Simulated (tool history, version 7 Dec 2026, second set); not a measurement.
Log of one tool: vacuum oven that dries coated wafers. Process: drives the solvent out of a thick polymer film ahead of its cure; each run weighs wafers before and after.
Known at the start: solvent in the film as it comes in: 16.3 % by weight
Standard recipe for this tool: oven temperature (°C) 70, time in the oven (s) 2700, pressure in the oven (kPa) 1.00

run   hour  oven temperature (°C)  time in the oven (s)  pressure in the oven (kPa)  solvent left in the film (%)
  1    0.0                     70                  2700                        1.00                          3.59
  2   29.7                     70                  2700                        1.00                          3.57
  3   42.4                     70                  2700                        1.00                          3.60
  4   54.8                     70                  2700                        1.00                          3.59
  5   75.7                     70                  2340                        1.00                          4.23
  6   98.8                     70                  2820                        1.00                          3.39
  7  119.3                     70                  2820                        1.00                          3.37
  8  140.9                     84                  2700                        1.00                          0.78
  9  160.1                     70                  2700                        1.00                          3.58
 10  178.8                     70                  2700                        1.19                          3.66
 11  202.2                     70                  2700                        1.19                          3.70
 12  229.5                     70                  2700                        1.19                          3.66
 13  251.3                     70                  2700                        1.19                          3.67
 14  272.2                     65                  2700                        1.00                          5.14
     276.0  -- oven's thermocouples calibrated
 15  288.5                     70                  2340                        1.00                          4.14
 16  303.7                     70                  2340                        1.00                          4.14
 17  323.3                     72                  2700                        1.00                          2.93
 18  351.7                     79                  2700                        1.00                          1.41
 19  376.6                     70                  2700                        1.00                          3.49
 20  399.8                     70                  1920                        1.00                          5.02
 21  412.1                     70                  2700                        1.00                          3.47
 22  427.8                     70                  2700                        1.00                          3.50
     440.8  -- oven's thermocouples calibrated, once more
 23  459.3                     70                  2700                        1.00                          3.83
 24  475.9                     67                  1560                        1.00                          7.21
 25  503.3                     74                  1560                        1.00                          5.10
 26  521.1                     62                  2700                        1.00                          6.41
 27  540.0                     62                  2700                        1.00                          6.40
 28  556.3                     60                  2700                        1.00                          7.06
 29  580.0                     70                  2700                        1.31                          3.92
 30  601.9                     70                  2700                        1.31                          3.95
 31  630.6                     84                  3120                        0.66                          0.59
 32  655.4                     83                  2640                        1.65                          1.26
 33  675.5                     83                  2640                        1.65                          1.23
 34  700.6                     77                  3000                        3.00                          2.44
 35  716.4                     70                  3780                        1.00                          2.45
 36  735.6                     67                  1440                        2.80                          8.18
 37  761.2                     85                  2700                        1.00                          0.76
 38  782.1                     85                  2700                        1.00                          0.77
 39  806.4                     80                  2700                        1.18                          1.45
 40  821.8                     75                  2700                        1.00                          2.42
 41  835.0                     67                  3000                        1.38                          4.46
 42  853.5                     67                  3000                        0.52                          4.01
 43  883.4                     74                  1980                        3.34                          4.76
 44  901.4                     59                  3540                        3.34                          7.55
 45  924.7                     70                  4740                        1.00                          1.82
 46  954.1                     66                  2460                        0.61                          5.24

Forecast each of these 3 alternatives for the next run:
  A  966.6                     70                  2460                        1.88                             ?
  B  966.6                     61                  2700                        1.00                             ?
  C  966.6                     66                  2400                        0.69                             ?

run  solvent left in the film (%)
  A                          4.55
  B                          6.69
  C                          5.43
Take away the tool's hidden state, keep each run's random variation, and the runs would have read:
run  solvent left in the film (%)
  A                          4.47
  B                          6.57
  C                          5.34

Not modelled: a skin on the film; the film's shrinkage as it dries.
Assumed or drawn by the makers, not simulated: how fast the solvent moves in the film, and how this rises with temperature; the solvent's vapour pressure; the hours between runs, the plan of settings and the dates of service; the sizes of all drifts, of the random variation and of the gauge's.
